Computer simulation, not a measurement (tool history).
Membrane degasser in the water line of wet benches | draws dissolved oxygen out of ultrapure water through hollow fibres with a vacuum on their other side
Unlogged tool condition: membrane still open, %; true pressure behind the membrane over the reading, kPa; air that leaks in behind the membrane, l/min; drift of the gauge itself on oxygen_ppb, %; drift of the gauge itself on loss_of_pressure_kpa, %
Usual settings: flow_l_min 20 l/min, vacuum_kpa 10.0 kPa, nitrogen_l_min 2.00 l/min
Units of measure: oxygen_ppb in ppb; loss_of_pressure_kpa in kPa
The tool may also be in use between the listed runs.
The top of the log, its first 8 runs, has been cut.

run    hour  flow_l_min  vacuum_kpa  nitrogen_l_min  hours since the membrane was changed  hours since the vacuum gauge was calibrated  hours since the vacuum lines were made tight  oxygen_ppb  loss_of_pressure_kpa
  9   574.4          20         7.3            1.19                                  1814                                         1563                                          2262       161.3                 29.21
 10   624.8          21         7.3            1.19                                  1865                                         1613                                          2312       169.0                 30.87
 11   701.9          21         7.3            1.19                                  1942                                         1690                                          2389       168.7                 31.23
 12   750.3          20        10.0            2.00                                  1990                                         1738                                          2438       163.0                 29.09
 13   848.9          20        10.0            2.00                                  2089                                         1837                                          2536       165.6                 29.11
 14   900.4          20        10.0            2.00                                  2140                                         1888                                          2588       165.2                 29.45
 15   991.7          20        10.0            2.00                                  2232                                         1980                                          2679       164.1                 29.76
 16  1044.2          20        10.0            2.00                                  2284                                         2032                                          2731       166.0                 29.10
 17  1106.1          23        12.6            1.62                                  2346                                         2094                                          2793       308.8                 33.46
 18  1191.1          29        10.0            4.45                                  2431                                         2179                                          2878       116.2                 42.91
 19  1246.5          29        10.0            4.45                                  2486                                         2235                                          2934       116.6                 42.68
 20  1334.1          16         9.9            1.90                                  2574                                         2322                                          3021       137.2                 23.44
 21  1394.6          16        15.0            1.90                                  2635                                         2383                                          3082       239.4                 24.03
 22  1482.5          16        15.0            1.90                                  2722                                         2471                                          3170       239.7                 23.38
 23  1584.9          15        14.8            1.79                                  2825                                         2573                                          3272       234.9                 21.94
 24  1641.8          15        14.8            1.79                                  2882                                         2630                                          3329       231.1                 22.43
 25  1717.4          13        10.0            1.57                                  2957                                         2706                                          3405       137.6                 19.40
 26  1803.1          15         9.6            4.90                                  3043                                         2791                                          3490        51.6                 21.85
 27  1895.8          15         9.6            4.90                                  3136                                         2884                                          3583        51.3                 22.09
 28  2008.9          13        12.8            2.00                                  3249                                         2997                                          3696       152.9                 19.31
 29  2102.9          20        13.2            3.10                                  3343                                         3091                                          3790       160.1                 29.72
 30  2178.5          20        10.0            2.39                                  3418                                         3167                                          3866       143.1                 29.44
 31  2238.7          27         6.4            2.39                                  3479                                         3227                                          3926        94.4                 40.05
 32  2298.6          28         8.7            4.05                                  3539                                         3287                                          3986       101.4                 41.24

3 ways to go on from here, each from the tool as it stands after run 32. What would each give?
  A  2400.7          30         8.7            5.18                                  3641                                         3389                                          4088           ?                     ?
  B  2400.7          20        16.4            0.93                                  3641                                         3389                                          4088           ?                     ?
  C  2400.7          12         8.7            4.05                                  3641                                         3389                                          4088           ?                     ?

run  oxygen_ppb  loss_of_pressure_kpa
  A        87.4                 44.32
  B       602.5                 29.55
  C        42.9                 17.88
What these runs would have given with no unlogged condition in the tool:
run  oxygen_ppb  loss_of_pressure_kpa
  A        84.2                 43.50
  B       593.4                 29.00
  C        41.0                 17.55
